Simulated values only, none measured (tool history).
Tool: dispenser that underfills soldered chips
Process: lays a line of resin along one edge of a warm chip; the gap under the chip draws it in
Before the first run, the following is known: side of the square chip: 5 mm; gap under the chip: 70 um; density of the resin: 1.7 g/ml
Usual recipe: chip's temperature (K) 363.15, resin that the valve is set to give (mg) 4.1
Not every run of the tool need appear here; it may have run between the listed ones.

run,hour,chip's temperature (K),resin that the valve is set to give (mg),time until the resin shows at the far edge (s),resin that the valve gave (mg)
1,0,363.15,4.1,22.3,3.89
2,6.8,363.15,4.1,19.6,3.91
3,13.3,363.15,4.1,24.3,4.1
4,21.3,363.15,4.1,22.9,4.08
5,27.9,362.15,4.1,20.9,4.06
6,32.9,363.15,4.1,16.6,4.06
7,36.4,363.15,4.1,19.4,4.06
8,40.4,363.15,3.65,24.9,3.6
9,46.3,363.15,3.65,21.1,3.6
10,50.7,363.15,3.65,24.9,3.59
11,59.2,363.15,3.65,24.1,3.57
12,67.2,353.15,4.1,35.9,3.97
13,73,363.15,4.88,18.1,4.75
14,78.7,373.15,4.88,16,4.72
15,86.7,373.15,4.88,15.3,4.69
16,95,363.15,4.1,22.7,3.92
17,99.7,363.15,4.1,17.7,3.9
18,107.1,370.15,3.66,19.2,3.47
19,115.1,363.15,3.88,24.1,3.67
20,124.1,355.15,5.1,31.3,5.09
21,130.6,355.15,5.1,26.5,5.09
22,134.2,351.15,4.99,38.3,4.97
23,139.9,368.15,3.59,15.5,3.55
24,147.3,359.15,3.69,20.8,3.68
25,155,362.15,3.58,27.4,3.51
26,164,377.15,4.89,13.4,4.81
27,167.8,365.15,3.91,17.2,3.82
28,173.1,365.15,3.91,22,3.8
29,181,363.15,4.55,22.4,4.44
30,189.8,363.15,4.55,21.3,4.4
31,198.5,363.15,4.42,20.9,4.27
32,207.2,363.15,4.42,20.4,4.27
33,212.4,367.15,4.14,14.2,3.95
34,220.4,365.15,3.56,24.1,3.38

Between the runs listed above, the log contained 25 entries, not reproduced here. Where in the sequence does each belong, and how does what the log doesn't record of the tool's condition differ from the listed run before to the listed run after?
Logged between run 1 and run 2: new syringe of resin (hour 3.6)
  resin's viscosity, % of fresh resin's: 134.2 -> 117.1; dose that the valve gives, % of what is set: 94.91 -> 94.6; true chip temperature over the reading, C: -0.4 -> -0.41
  measured value less the no-hidden-state value, time until the resin shows at the far edge (s): +6.2 -> +3.4; resin that the valve gave (mg): -0.21 -> -0.22
Logged between run 2 and run 3: dispensing valve cleaned and set on the balance (hour 10.7)
  resin's viscosity, % of fresh resin's: 117.1 -> 153.1; dose that the valve gives, % of what is set: 94.6 -> 99.83; true chip temperature over the reading, C: -0.41 -> -0.42
  measured value less the no-hidden-state value, time until the resin shows at the far edge (s): +3.4 -> +8.9; resin that the valve gave (mg): -0.22 -> -0.01
Logged between run 3 and run 4: new syringe of resin (hour 14.3)
  resin's viscosity, % of fresh resin's: 153.1 -> 140.6; dose that the valve gives, % of what is set: 99.83 -> 99.42; true chip temperature over the reading, C: -0.42 -> -0.44
  measured value less the no-hidden-state value, time until the resin shows at the far edge (s): +8.9 -> +7; resin that the valve gave (mg): -0.01 -> -0.02
Logged between run 4 and run 5: new syringe of resin (hour 23.4)
  resin's viscosity, % of fresh resin's: 140.6 -> 121.7; dose that the valve gives, % of what is set: 99.42 -> 99.14; true chip temperature over the reading, C: -0.44 -> -0.45
  measured value less the no-hidden-state value, time until the resin shows at the far edge (s): +7 -> +4.1; resin that the valve gave (mg): -0.02 -> -0.04
Logged between run 5 and run 6: new syringe of resin (hour 32.9)
  resin's viscosity, % of fresh resin's: 121.7 -> 100.3; dose that the valve gives, % of what is set: 99.14 -> 98.9; true chip temperature over the reading, C: -0.45 -> -0.47
  measured value less the no-hidden-state value, time until the resin shows at the far edge (s): +4.1 -> +0.4; resin that the valve gave (mg): -0.04 -> -0.04
Logged between run 8 and run 9: new syringe of resin (hour 42.3)
  resin's viscosity, % of fresh resin's: 144.2 -> 122.1; dose that the valve gives, % of what is set: 98.5 -> 98.21; true chip temperature over the reading, C: -0.49 -> -0.5
  measured value less the no-hidden-state value, time until the resin shows at the far edge (s): +8 -> +4.3; resin that the valve gave (mg): -0.06 -> -0.06
Logged between run 10 and run 11: new syringe of resin (hour 51.7)
  resin's viscosity, % of fresh resin's: 150.8 -> 141.7; dose that the valve gives, % of what is set: 97.99 -> 97.54; true chip temperature over the reading, C: -0.51 -> -0.53
  measured value less the no-hidden-state value, time until the resin shows at the far edge (s): +9.1 -> +7.6; resin that the valve gave (mg): -0.08 -> -0.09
Logged between run 11 and run 12: new syringe of resin (hour 61)
  resin's viscosity, % of fresh resin's: 141.7 -> 134.4; dose that the valve gives, % of what is set: 97.54 -> 97.13; true chip temperature over the reading, C: -0.53 -> -0.55
  measured value less the no-hidden-state value, time until the resin shows at the far edge (s): +7.6 -> +10; resin that the valve gave (mg): -0.09 -> -0.12
Logged between run 12 and run 13: new syringe of resin (hour 70.5)
  resin's viscosity, % of fresh resin's: 134.4 -> 113.2; dose that the valve gives, % of what is set: 97.13 -> 96.86; true chip temperature over the reading, C: -0.55 -> -0.56
  measured value less the no-hidden-state value, time until the resin shows at the far edge (s): +10 -> +2.6; resin that the valve gave (mg): -0.12 -> -0.15
Logged between run 14 and run 15: new syringe of resin (hour 79.7)
  resin's viscosity, % of fresh resin's: 148.8 -> 142; dose that the valve gives, % of what is set: 96.54 -> 96.14; true chip temperature over the reading, C: -0.57 -> -0.59
  measured value less the no-hidden-state value, time until the resin shows at the far edge (s): +5.4 -> +4.7; resin that the valve gave (mg): -0.17 -> -0.19
Logged between run 15 and run 16: new syringe of resin (hour 88.9)
  resin's viscosity, % of fresh resin's: 142 -> 133.5; dose that the valve gives, % of what is set: 96.14 -> 95.72; true chip temperature over the reading, C: -0.59 -> -0.61
  measured value less the no-hidden-state value, time until the resin shows at the far edge (s): +4.7 -> +6.2; resin that the valve gave (mg): -0.19 -> -0.18
Logged between run 16 and run 17: new syringe of resin (hour 98.6)
  resin's viscosity, % of fresh resin's: 133.5 -> 105.6; dose that the valve gives, % of what is set: 95.72 -> 95.5; true chip temperature over the reading, C: -0.61 -> -0.62
  measured value less the no-hidden-state value, time until the resin shows at the far edge (s): +6.2 -> +1.6; resin that the valve gave (mg): -0.18 -> -0.19
Logged between run 18 and run 19: new syringe of resin (hour 108)
  resin's viscosity, % of fresh resin's: 151.2 -> 140.7; dose that the valve gives, % of what is set: 95.11 -> 94.71; true chip temperature over the reading, C: -0.64 -> -0.66
  measured value less the no-hidden-state value, time until the resin shows at the far edge (s): +7.2 -> +7.8; resin that the valve gave (mg): -0.18 -> -0.21
Logged between run 19 and run 20: new syringe of resin (hour 117.2); dispensing valve cleaned and set on the balance (hour 120.5)
  resin's viscosity, % of fresh resin's: 140.7 -> 132.8; dose that the valve gives, % of what is set: 94.71 -> 99.82; true chip temperature over the reading, C: -0.66 -> -0.68
  measured value less the no-hidden-state value, time until the resin shows at the far edge (s): +7.8 -> +8.5; resin that the valve gave (mg): -0.21 -> -0.01
Logged between run 20 and run 21: new syringe of resin (hour 127.7)
  resin's viscosity, % of fresh resin's: 132.8 -> 116.5; dose that the valve gives, % of what is set: 99.82 -> 99.47; true chip temperature over the reading, C: -0.68 -> -0.69
  measured value less the no-hidden-state value, time until the resin shows at the far edge (s): +8.5 -> +4.5; resin that the valve gave (mg): -0.01 -> -0.03
Logged between run 22 and run 23: new syringe of resin (hour 137.1)
  resin's viscosity, % of fresh resin's: 139.2 -> 114.4; dose that the valve gives, % of what is set: 99.3 -> 99.03; true chip temperature over the reading, C: -0.7 -> -0.71
  measured value less the no-hidden-state value, time until the resin shows at the far edge (s): +11.6 -> +2.4; resin that the valve gave (mg): -0.04 -> -0.04
Logged between run 23 and run 24: new syringe of resin (hour 146.5)
  resin's viscosity, % of fresh resin's: 114.4 -> 104.4; dose that the valve gives, % of what is set: 99.03 -> 98.64; true chip temperature over the reading, C: -0.71 -> -0.73
  measured value less the no-hidden-state value, time until the resin shows at the far edge (s): +2.4 -> +1.7; resin that the valve gave (mg): -0.04 -> -0.05
Logged between run 25 and run 26: new syringe of resin (hour 155.9)
  resin's viscosity, % of fresh resin's: 151.6 -> 149.4; dose that the valve gives, % of what is set: 98.24 -> 97.79; true chip temperature over the reading, C: -0.75 -> -0.77
  measured value less the no-hidden-state value, time until the resin shows at the far edge (s): +10.1 -> +4.7; resin that the valve gave (mg): -0.06 -> -0.1
Logged between run 26 and run 27: new syringe of resin (hour 165.1)
  resin's viscosity, % of fresh resin's: 149.4 -> 111.7; dose that the valve gives, % of what is set: 97.79 -> 97.59; true chip temperature over the reading, C: -0.77 -> -0.78
  measured value less the no-hidden-state value, time until the resin shows at the far edge (s): +4.7 -> +2.5; resin that the valve gave (mg): -0.1 -> -0.1
Logged between run 28 and run 29: new syringe of resin (hour 174.5)
  resin's viscosity, % of fresh resin's: 144.3 -> 135.5; dose that the valve gives, % of what is set: 97.3 -> 96.88; true chip temperature over the reading, C: -0.79 -> -0.8
  measured value less the no-hidden-state value, time until the resin shows at the far edge (s): +7.5 -> +6.4; resin that the valve gave (mg): -0.1 -> -0.15
Logged between run 29 and run 30: new syringe of resin (hour 184.3)
  resin's viscosity, % of fresh resin's: 135.5 -> 130; dose that the valve gives, % of what is set: 96.88 -> 96.42; true chip temperature over the reading, C: -0.8 -> -0.82
  measured value less the no-hidden-state value, time until the resin shows at the far edge (s): +6.4 -> +5.6; resin that the valve gave (mg): -0.15 -> -0.16
Logged between run 30 and run 31: new syringe of resin (hour 193.5)
  resin's viscosity, % of fresh resin's: 130 -> 124.8; dose that the valve gives, % of what is set: 96.42 -> 96.02; true chip temperature over the reading, C: -0.82 -> -0.84
  measured value less the no-hidden-state value, time until the resin shows at the far edge (s): +5.6 -> +4.8; resin that the valve gave (mg): -0.16 -> -0.18
Logged between run 31 and run 32: new syringe of resin (hour 203)
  resin's viscosity, % of fresh resin's: 124.8 -> 122; dose that the valve gives, % of what is set: 96.02 -> 95.6; true chip temperature over the reading, C: -0.84 -> -0.86
  measured value less the no-hidden-state value, time until the resin shows at the far edge (s): +4.8 -> +4.5; resin that the valve gave (mg): -0.18 -> -0.19
Logged between run 32 and run 33: new syringe of resin (hour 212.4)
  resin's viscosity, % of fresh resin's: 122 -> 99.3; dose that the valve gives, % of what is set: 95.6 -> 95.37; true chip temperature over the reading, C: -0.86 -> -0.88
  measured value less the no-hidden-state value, time until the resin shows at the far edge (s): +4.5 -> +0.6; resin that the valve gave (mg): -0.19 -> -0.19
